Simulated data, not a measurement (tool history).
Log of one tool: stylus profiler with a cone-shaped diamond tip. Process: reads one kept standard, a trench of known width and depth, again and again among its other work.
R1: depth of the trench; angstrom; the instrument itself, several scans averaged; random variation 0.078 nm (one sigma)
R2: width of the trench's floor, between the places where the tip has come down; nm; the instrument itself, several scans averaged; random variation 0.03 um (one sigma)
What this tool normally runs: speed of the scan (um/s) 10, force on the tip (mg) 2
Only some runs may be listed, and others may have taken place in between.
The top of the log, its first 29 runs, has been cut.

run 30 hour=522.1 | speed_of_the_scan_(um/s)=24 force_on_the_tip_(mg)=2.61 | R1=1013.5 R2=48590
run 31 hour=543.8 | speed_of_the_scan_(um/s)=24 force_on_the_tip_(mg)=2.61 | R1=1014.9 R2=48590
run 32 hour=554 | speed_of_the_scan_(um/s)=3 force_on_the_tip_(mg)=3.9 | R1=1016.5 R2=48680
run 33 hour=568.7 | speed_of_the_scan_(um/s)=3 force_on_the_tip_(mg)=3.59 | R1=1016.5 R2=48620
run 34 hour=584.6 | speed_of_the_scan_(um/s)=12 force_on_the_tip_(mg)=2.28 | R1=1014 R2=48600
run 35 hour=607.8 | speed_of_the_scan_(um/s)=31 force_on_the_tip_(mg)=1.42 | R1=1009.9 R2=48530
run 36 hour=624 | speed_of_the_scan_(um/s)=31 force_on_the_tip_(mg)=1.42 | R1=1011.1 R2=48570
run 37 hour=636.2 | speed_of_the_scan_(um/s)=8 force_on_the_tip_(mg)=1.9 | R1=1010.5 R2=48550
run 38 hour=647.4 | speed_of_the_scan_(um/s)=3 force_on_the_tip_(mg)=0.67 | R1=1007.7 R2=48600
run 39 hour=669.6 | speed_of_the_scan_(um/s)=9 force_on_the_tip_(mg)=0.95 | R1=1008.7 R2=48580
run 40 hour=691.7 | speed_of_the_scan_(um/s)=6 force_on_the_tip_(mg)=1.04 | R1=1007.8 R2=48600
run 41 hour=709.4 | speed_of_the_scan_(um/s)=5 force_on_the_tip_(mg)=3.62 | R1=1016.7 R2=48610
run 42 hour=734.2 | speed_of_the_scan_(um/s)=2 force_on_the_tip_(mg)=2.32 | R1=1013 R2=48590
run 43 hour=759.2 | speed_of_the_scan_(um/s)=2 force_on_the_tip_(mg)=2.32 | R1=1014.8 R2=48580
run 44 hour=782.7 | speed_of_the_scan_(um/s)=11 force_on_the_tip_(mg)=2.32 | R1=1013.8 R2=48540
run 45 hour=800.1 | speed_of_the_scan_(um/s)=16 force_on_the_tip_(mg)=2.32 | R1=1014.5 R2=48550
run 46 hour=810.5 | speed_of_the_scan_(um/s)=16 force_on_the_tip_(mg)=4.81 | R1=1020 R2=48600

Forecast each of these 4 alternatives for the next run:
run A hour=831.9 | speed_of_the_scan_(um/s)=5 force_on_the_tip_(mg)=1.18 | R1=? R2=?
run B hour=831.9 | speed_of_the_scan_(um/s)=4 force_on_the_tip_(mg)=4.44 | R1=? R2=?
run C hour=831.9 | speed_of_the_scan_(um/s)=31 force_on_the_tip_(mg)=1.14 | R1=? R2=?
run D hour=831.9 | speed_of_the_scan_(um/s)=19 force_on_the_tip_(mg)=1.67 | R1=? R2=?

run=A R1=1010 R2=48610
run=B R1=1019.5 R2=48540
run=C R1=1008.5 R2=48510
run=D R1=1010.7 R2=48560
Stripped of hidden state, with their random variation kept, the same runs would have yielded:
run=A R1=1007.6 R2=48780
run=B R1=1017.1 R2=48710
run=C R1=1006.1 R2=48670
run=D R1=1008.2 R2=48720

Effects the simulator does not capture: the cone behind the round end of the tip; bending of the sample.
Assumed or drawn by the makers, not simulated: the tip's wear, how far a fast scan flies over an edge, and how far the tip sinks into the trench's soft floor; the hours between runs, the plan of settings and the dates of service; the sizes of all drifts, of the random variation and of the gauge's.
